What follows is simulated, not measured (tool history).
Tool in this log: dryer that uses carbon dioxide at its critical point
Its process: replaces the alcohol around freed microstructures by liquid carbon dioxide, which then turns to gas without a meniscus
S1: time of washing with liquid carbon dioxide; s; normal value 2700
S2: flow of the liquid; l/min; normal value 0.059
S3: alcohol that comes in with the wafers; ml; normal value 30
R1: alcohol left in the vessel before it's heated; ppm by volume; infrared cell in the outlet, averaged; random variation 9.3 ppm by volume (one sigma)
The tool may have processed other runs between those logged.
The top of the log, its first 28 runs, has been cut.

run	hour	S1	S2	S3	R1
29	540.4	1800	0.068	81	4498
30	554.1	2520	0.0882	100	352
31	581.1	2520	0.0882	100	342
32	607.8	2040	0.041	30	5424
33	631.4	3240	0.0912	22	93
34	646.7	3240	0.0912	22	100
35	659.1	4320	0.0353	61	1562
36	679.7	1980	0.0719	30	1033
37	699.4	1980	0.0719	30	1008
38	712.3	2700	0.0501	62	2532
39	730.1	2700	0.073	30	265
40	741.7	2700	0.073	74	548
41	763.7	2700	0.073	74	534
42	777.4	2700	0.073	74	550
43	793.3	2700	0.073	74	543
44	810.2	2700	0.073	74	547

Run 45, settings as shown, results not yet in. Your forecast:
45	828	1980	0.0986	24	?

R1: 256 ppm by volume
Were there no unlogged condition in the tool, this run, its random variation unchanged, would have produced R1 145 ppm by volume.

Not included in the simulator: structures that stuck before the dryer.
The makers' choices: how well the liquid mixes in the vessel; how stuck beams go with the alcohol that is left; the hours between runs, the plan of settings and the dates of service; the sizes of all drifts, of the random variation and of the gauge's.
